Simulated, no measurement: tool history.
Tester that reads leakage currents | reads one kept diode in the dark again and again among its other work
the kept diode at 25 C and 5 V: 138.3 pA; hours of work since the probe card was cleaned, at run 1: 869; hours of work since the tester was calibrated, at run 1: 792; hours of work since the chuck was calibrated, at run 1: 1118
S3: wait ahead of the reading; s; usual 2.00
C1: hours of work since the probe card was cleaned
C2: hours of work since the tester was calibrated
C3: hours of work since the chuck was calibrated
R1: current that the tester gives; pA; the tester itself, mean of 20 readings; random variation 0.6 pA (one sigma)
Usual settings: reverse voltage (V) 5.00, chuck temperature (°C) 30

run 1 day=0.000 | reverse_voltage_(V)=5.00 chuck_temperature_(°C)=30 S3=2.00 | C1=869 C2=792 C3=1118 | R1=197.18
-- day=1.942 chuck's temperature calibrated
run 2 day=2.267 | reverse_voltage_(V)=5.00 chuck_temperature_(°C)=30 S3=2.00 | C1=894 C2=817 C3=4 | R1=197.61
run 3 day=4.558 | reverse_voltage_(V)=5.00 chuck_temperature_(°C)=30 S3=2.00 | C1=920 C2=843 C3=30 | R1=198.65
run 4 day=7.183 | reverse_voltage_(V)=5.00 chuck_temperature_(°C)=30 S3=2.00 | C1=950 C2=873 C3=60 | R1=197.93
run 5 day=8.871 | reverse_voltage_(V)=5.00 chuck_temperature_(°C)=30 S3=2.00 | C1=969 C2=892 C3=79 | R1=198.04
run 6 day=10.838 | reverse_voltage_(V)=5.00 chuck_temperature_(°C)=30 S3=2.00 | C1=991 C2=915 C3=101 | R1=197.34
run 7 day=13.212 | reverse_voltage_(V)=5.00 chuck_temperature_(°C)=30 S3=2.00 | C1=1018 C2=942 C3=128 | R1=198.36
run 8 day=14.654 | reverse_voltage_(V)=5.00 chuck_temperature_(°C)=30 S3=2.00 | C1=1035 C2=958 C3=145 | R1=197.77
run 9 day=17.054 | reverse_voltage_(V)=5.00 chuck_temperature_(°C)=36 S3=2.00 | C1=1062 C2=985 C3=172 | R1=297.18
run 10 day=19.358 | reverse_voltage_(V)=5.00 chuck_temperature_(°C)=37 S3=2.00 | C1=1088 C2=1011 C3=198 | R1=317.42
run 11 day=22.012 | reverse_voltage_(V)=5.00 chuck_temperature_(°C)=30 S3=2.00 | C1=1118 C2=1042 C3=228 | R1=197.59
run 12 day=23.679 | reverse_voltage_(V)=5.00 chuck_temperature_(°C)=30 S3=2.00 | C1=1137 C2=1061 C3=247 | R1=197.45
run 13 day=24.875 | reverse_voltage_(V)=2.96 chuck_temperature_(°C)=30 S3=2.00 | C1=1151 C2=1074 C3=261 | R1=155.63
run 14 day=27.096 | reverse_voltage_(V)=1.26 chuck_temperature_(°C)=30 S3=2.00 | C1=1176 C2=1099 C3=286 | R1=106.68
run 15 day=29.721 | reverse_voltage_(V)=1.26 chuck_temperature_(°C)=30 S3=8.11 | C1=1206 C2=1129 C3=316 | R1=106.34
run 16 day=31.400 | reverse_voltage_(V)=1.26 chuck_temperature_(°C)=30 S3=8.11 | C1=1225 C2=1148 C3=335 | R1=107.30
-- day=32.229 probe card cleaned and baked
run 17 day=33.000 | reverse_voltage_(V)=1.26 chuck_temperature_(°C)=30 S3=1.88 | C1=9 C2=1165 C3=352 | R1=106.78
run 18 day=35.533 | reverse_voltage_(V)=1.26 chuck_temperature_(°C)=30 S3=1.88 | C1=38 C2=1194 C3=381 | R1=106.77
run 19 day=37.642 | reverse_voltage_(V)=11.12 chuck_temperature_(°C)=30 S3=1.88 | C1=62 C2=1218 C3=405 | R1=284.28
run 20 day=39.892 | reverse_voltage_(V)=5.00 chuck_temperature_(°C)=30 S3=2.82 | C1=87 C2=1244 C3=430 | R1=197.93
run 21 day=42.333 | reverse_voltage_(V)=1.39 chuck_temperature_(°C)=24 S3=0.93 | C1=115 C2=1271 C3=458 | R1=72.98
run 22 day=44.012 | reverse_voltage_(V)=11.00 chuck_temperature_(°C)=49 S3=9.70 | C1=134 C2=1291 C3=477 | R1=973.66
run 23 day=46.383 | reverse_voltage_(V)=8.62 chuck_temperature_(°C)=49 S3=0.73 | C1=161 C2=1317 C3=504 | R1=877.46
run 24 day=49.033 | reverse_voltage_(V)=8.62 chuck_temperature_(°C)=49 S3=0.73 | C1=191 C2=1348 C3=534 | R1=869.47
run 25 day=51.425 | reverse_voltage_(V)=8.62 chuck_temperature_(°C)=49 S3=0.73 | C1=218 C2=1375 C3=561 | R1=869.77
run 26 day=53.650 | reverse_voltage_(V)=8.62 chuck_temperature_(°C)=49 S3=0.73 | C1=244 C2=1400 C3=587 | R1=876.64
run 27 day=56.383 | reverse_voltage_(V)=1.39 chuck_temperature_(°C)=27 S3=0.41 | C1=275 C2=1431 C3=618 | R1=90.68
run 28 day=58.271 | reverse_voltage_(V)=3.07 chuck_temperature_(°C)=30 S3=0.51 | C1=296 C2=1453 C3=639 | R1=159.69
run 29 day=60.638 | reverse_voltage_(V)=4.08 chuck_temperature_(°C)=21 S3=4.72 | C1=323 C2=1480 C3=666 | R1=94.28
run 30 day=62.058 | reverse_voltage_(V)=4.08 chuck_temperature_(°C)=21 S3=4.72 | C1=339 C2=1496 C3=682 | R1=94.18

Hidden state at the last listed run before each entry between runs and at the first one after, where it differs:
Between runs 1 and 2: chuck's temperature calibrated (day 1.942)
  true chuck temperature over the reading, C: -0.02 -> 0
Between runs 16 and 17: probe card cleaned and baked (day 32.229)
  stray current of the dirty probe card, pA a volt: 0.035 -> 0.02
